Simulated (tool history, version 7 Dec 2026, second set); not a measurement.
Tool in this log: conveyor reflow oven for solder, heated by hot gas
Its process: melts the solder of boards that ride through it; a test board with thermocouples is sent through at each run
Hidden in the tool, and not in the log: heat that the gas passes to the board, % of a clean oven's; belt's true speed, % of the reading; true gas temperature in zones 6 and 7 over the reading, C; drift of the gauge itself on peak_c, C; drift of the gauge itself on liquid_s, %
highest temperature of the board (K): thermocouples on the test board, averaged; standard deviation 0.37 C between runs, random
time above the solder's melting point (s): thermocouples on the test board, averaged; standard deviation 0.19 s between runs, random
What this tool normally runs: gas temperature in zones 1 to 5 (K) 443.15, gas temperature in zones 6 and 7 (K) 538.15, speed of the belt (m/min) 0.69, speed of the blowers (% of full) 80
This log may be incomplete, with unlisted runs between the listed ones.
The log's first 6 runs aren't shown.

run	hour	gas temperature in zones 1 to 5 (K)	gas temperature in zones 6 and 7 (K)	speed of the belt (m/min)	speed of the blowers (% of full)	hours of work since the flux was cleaned out	hours of work since the belt drive was overhauled	hours of work since the thermocouples were changed	highest temperature of the board (K)	time above the solder's melting point (s)
# hour 279.9: flux residue cleaned out of gas plates and filters
7	321.6	443.15	538.15	0.759	80	30	383	859	520.45	38.1
8	382.1	443.15	538.15	0.69	62	74	426	902	518.05	40.2
9	452.1	443.15	530.15	0.69	80	124	477	953	515.25	39.3
10	515.2	443.15	530.15	0.69	80	170	522	998	514.75	38.9
# hour 525.7: flux residue cleaned out of gas plates and filters
11	552.3	443.15	530.15	0.69	80	19	546	1022	515.15	39.8
12	615.5	443.15	530.15	0.69	80	65	591	1067	514.65	39.7
13	665.5	443.15	544.15	0.69	80	101	627	1103	527.55	46.5
14	707.2	443.15	544.15	0.69	80	131	658	1134	527.85	46.4
# hour 771.7: flux residue cleaned out of gas plates and filters
15	775.9	443.15	538.15	0.69	80	3	704	1180	522.65	44.2
16	810.7	443.15	538.15	0.69	80	28	729	1205	522.85	44.5
17	845.3	437.15	545.15	0.555	90	53	754	1230	534.25	62.4
18	906.7	437.15	545.15	0.555	90	98	798	1274	534.95	63
# hour 962.4: thermocouples of zones 6 and 7 changed
19	965.8	443.15	546.15	0.706	72	139	839	2	529.85	46.5
# hour 1021.4: flux residue cleaned out of gas plates and filters
20	1031.3	443.15	543.15	0.69	84	7	883	46	530.85	48.7
21	1094.9	440.15	543.15	0.658	55	53	929	92	523.55	44.9
22	1151.5	440.15	548.15	0.651	55	94	970	133	527.85	48.5
23	1197.3	440.15	548.15	0.651	55	127	1003	166	528.15	48.3
24	1243.3	447.15	538.15	0.723	80	160	1036	199	523.35	43.4
# hour 1266.6: flux residue cleaned out of gas plates and filters
25	1298	447.15	538.15	0.575	61	23	1072	235	526.75	57.3
26	1359.4	443.15	538.15	0.624	80	67	1116	280	526.85	52.4
27	1388	442.15	538.15	0.69	67	88	1137	300	521.35	42.6
28	1437.7	443.15	528.15	0.58	80	124	1173	336	518.75	52.3
29	1494.3	443.15	528.15	0.65	80	164	1214	377	515.95	43.2
# hour 1512.3: flux residue cleaned out of gas plates and filters
30	1555.2	443.15	528.15	0.65	80	31	1254	417	517.05	43.9
31	1606.8	443.15	528.15	0.826	80	68	1292	455	510.35	28.3

Here are 3 independent what-if runs from the current tool condition. What would each one return?
A	1663.7	430.15	538.15	0.631	80	109	1333	496	?	?
B	1663.7	457.15	533.15	0.69	74	109	1333	496	?	?
C	1663.7	443.15	528.15	0.826	67	109	1333	496	?	?

run	highest temperature of the board (K)	time above the solder's melting point (s)
A	524.75	47
B	520.25	46.8
C	506.55	24.1
With the hidden condition removed and each run's random variation left untouched, the same runs would have given:
run	highest temperature of the board (K)	time above the solder's melting point (s)
A	526.85	47.5
B	522.15	47.2
C	508.35	25.3
